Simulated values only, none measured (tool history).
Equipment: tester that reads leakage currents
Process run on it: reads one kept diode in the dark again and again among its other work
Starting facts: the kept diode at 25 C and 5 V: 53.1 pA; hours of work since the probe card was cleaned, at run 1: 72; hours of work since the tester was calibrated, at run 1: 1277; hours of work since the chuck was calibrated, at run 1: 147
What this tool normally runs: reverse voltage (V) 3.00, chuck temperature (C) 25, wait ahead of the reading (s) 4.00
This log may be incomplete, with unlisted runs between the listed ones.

run,hour,reverse voltage (V),chuck temperature (C),wait ahead of the reading (s),hours of work since the probe card was cleaned,hours of work since the tester was calibrated,hours of work since the chuck was calibrated,current that the tester gives (pA)
1,0.0,3.00,25,4.00,72,1277,147,43.20
2,43.7,3.00,25,4.00,101,1306,176,43.18
3,90.0,3.00,25,4.00,131,1336,206,42.78
4,129.4,4.97,25,4.00,157,1362,232,51.50
5,165.3,4.97,25,4.00,181,1386,256,51.19
6,203.1,3.00,21,4.00,206,1411,281,30.06
7,243.0,3.00,45,4.00,232,1437,307,210.33
8,306.9,3.00,45,4.00,274,1479,349,208.16
# hour 311.6: chuck's temperature calibrated
9,361.7,1.43,25,3.55,309,1514,33,31.51
10,407.4,5.64,55,4.02,339,1544,63,531.45
11,453.6,5.64,55,4.02,370,1575,94,527.27
# hour 466.1: chuck's temperature calibrated, once more
12,499.4,3.00,25,0.71,399,1604,22,45.81
13,540.5,5.50,25,0.71,426,1631,49,57.38
14,576.6,3.36,46,8.32,449,1655,73,249.04
15,633.9,3.36,46,8.32,487,1692,111,247.50

Consider 5 possible next runs. They are alternatives, not a sequence: every one starts from the tool as it was left by run 15. What does each give?
A,682.9,4.59,29,3.93,520,1725,143,?
B,682.9,1.72,21,2.42,520,1725,143,?
C,682.9,15.09,25,4.00,520,1725,143,?
D,682.9,3.47,46,8.32,520,1725,143,?
E,682.9,12.61,28,0.45,520,1725,143,?

run,current that the tester gives (pA)
A,72.74
B,25.78
C,80.96
D,250.08
E,99.93
Had the tool no hidden state, the same runs would have come out as:
run,current that the tester gives (pA)
A,72.41
B,25.67
C,79.35
D,250.23
E,98.65
